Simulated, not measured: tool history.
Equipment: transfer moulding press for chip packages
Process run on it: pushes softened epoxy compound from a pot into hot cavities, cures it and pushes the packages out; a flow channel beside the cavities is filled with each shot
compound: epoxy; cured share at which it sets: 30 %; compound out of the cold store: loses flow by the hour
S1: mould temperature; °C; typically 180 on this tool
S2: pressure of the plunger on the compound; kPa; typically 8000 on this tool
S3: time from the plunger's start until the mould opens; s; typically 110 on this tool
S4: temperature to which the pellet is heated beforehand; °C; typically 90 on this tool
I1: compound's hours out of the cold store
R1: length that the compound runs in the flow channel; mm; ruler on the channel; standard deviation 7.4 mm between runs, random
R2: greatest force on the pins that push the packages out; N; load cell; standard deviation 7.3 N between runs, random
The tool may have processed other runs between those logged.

Run 1, hour 0: usual settings; I1 19.6. Result: R1 793 mm, R2 583 N.
Run 2, hour 5.3: usual settings; I1 13.4. Result: R1 813 mm, R2 607 N.
Run 3, hour 12.2: usual settings; I1 32. Result: R1 766 mm, R2 580 N.
Run 4, hour 19: usual settings; I1 13.7. Result: R1 792 mm, R2 621 N.
Run 5, hour 27: usual settings; I1 18.8. Result: R1 787 mm, R2 601 N.
Run 6, hour 36.8: usual settings; I1 37.9. Result: R1 740 mm, R2 609 N.
At hour 43.9: cavities cleaned with cleaning compound and waxed.
Run 7, hour 44.3: usual settings but S1 182 °C; I1 29.8. Result: R1 751 mm, R2 278 N.
Run 8, hour 49.4: usual settings but S2 7660 kPa; I1 10.6. Result: R1 795 mm, R2 346 N.
Run 9, hour 59.1: usual settings; I1 10.9. Result: R1 793 mm, R2 389 N.
Run 10, hour 66.2: usual settings but S3 147 s; I1 15.2. Result: R1 784 mm, R2 304 N.
Run 11, hour 70.5: usual settings but S3 147 s; I1 9.5. Result: R1 810 mm, R2 308 N.
Run 12, hour 78.2: usual settings but S3 147 s, S4 85 °C; I1 35.7. Result: R1 743 mm, R2 316 N.
Run 13, hour 86.5: usual settings but S3 147 s, S4 85 °C; I1 20.7. Result: R1 783 mm, R2 340 N.
Run 14, hour 95.1: usual settings but S3 147 s, S4 85 °C; I1 30.3. Result: R1 751 mm, R2 359 N.
Run 15, hour 99.4: usual settings but S3 147 s, S4 85 °C; I1 35.2. Result: R1 746 mm, R2 370 N.
Run 16, hour 105.9: usual settings but S1 181 °C, S2 7190 kPa; I1 10.5. Result: R1 753 mm, R2 485 N.
Run 17, hour 111: usual settings but S1 181 °C, S2 7190 kPa; I1 45.8. Result: R1 661 mm, R2 464 N.
Run 18, hour 118.7: usual settings but S1 181 °C, S2 7190 kPa, S3 126 s, S4 87 °C; I1 19.5. Result: R1 737 mm, R2 423 N.

Estimate the outcome of run 19 from the log above:
Run 19, hour 124.1: usual settings but S1 181 °C, S2 7190 kPa, S3 126 s, S4 87 °C; I1 12.8. Result: R1 ?, R2 ?.

R1: 759 mm
R2: 427 N
The same run, on a tool lacking any hidden state, would have yielded R1 823 mm, R2 245 N.
